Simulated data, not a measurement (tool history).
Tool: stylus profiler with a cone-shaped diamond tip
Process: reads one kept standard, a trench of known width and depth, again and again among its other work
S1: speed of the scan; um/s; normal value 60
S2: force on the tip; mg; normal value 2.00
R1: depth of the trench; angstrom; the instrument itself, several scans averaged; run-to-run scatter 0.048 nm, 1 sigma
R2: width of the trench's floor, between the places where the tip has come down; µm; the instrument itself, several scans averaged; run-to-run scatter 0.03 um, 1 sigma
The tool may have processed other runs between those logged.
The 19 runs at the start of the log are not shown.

| run | day | S1 | S2 | R1 | R2 |
|---|---|---|---|---|---|
| 20 | 44.238 | 72 | 1.75 | 2013.4 | 27.22 |
| 21 | 47.171 | 72 | 1.75 | 2013.1 | 27.15 |
| 22 | 49.412 | 161 | 1.99 | 2015.5 | 26.57 |
|  | 49.621 | height scale calibrated on a step standard |
| 23 | 51.758 | 46 | 4.14 | 2024.2 | 27.41 |
| 24 | 53.350 | 57 | 3.06 | 2019.6 | 27.28 |
| 25 | 55.188 | 16 | 3.06 | 2017.9 | 27.42 |
| 26 | 57.212 | 67 | 1.12 | 2008.2 | 26.94 |
|  | 58.612 | height scale calibrated on a step standard, once more |
| 27 | 58.825 | 66 | 3.68 | 2024.3 | 27.14 |
| 28 | 60.967 | 95 | 4.91 | 2028.2 | 27.12 |
| 29 | 63.067 | 228 | 1.48 | 2012.3 | 25.63 |
| 30 | 65.129 | 228 | 1.48 | 2011.8 | 25.62 |
| 31 | 67.042 | 157 | 1.65 | 2013.4 | 26.17 |
| 32 | 69.621 | 157 | 1.65 | 2012.9 | 26.16 |
| 33 | 71.675 | 157 | 1.65 | 2012.6 | 26.14 |
| 34 | 74.125 | 157 | 1.65 | 2012.5 | 26.08 |
| 35 | 76.988 | 157 | 1.65 | 2012.5 | 26.02 |

Alternative continuations, all from the tool just after run 35; predict every row:
| A | 78.421 | 23 | 0.83 | ? | ? |
| B | 78.421 | 61 | 1.08 | ? | ? |
| C | 78.421 | 18 | 1.65 | ? | ? |
| D | 78.421 | 57 | 1.81 | ? | ? |
| E | 78.421 | 30 | 0.96 | ? | ? |

| run | R1 | R2 |
|---|---|---|
| A | 2006.7 | 26.99 |
| B | 2008.3 | 26.65 |
| C | 2012.3 | 27.11 |
| D | 2013.2 | 26.83 |
| E | 2008.3 | 26.91 |
Had the tool no hidden state, the same runs would have come out as:
| run | R1 | R2 |
|---|---|---|
| A | 2008.5 | 27.80 |
| B | 2010.1 | 27.47 |
| C | 2014.2 | 27.92 |
| D | 2015.1 | 27.64 |
| E | 2010.2 | 27.73 |
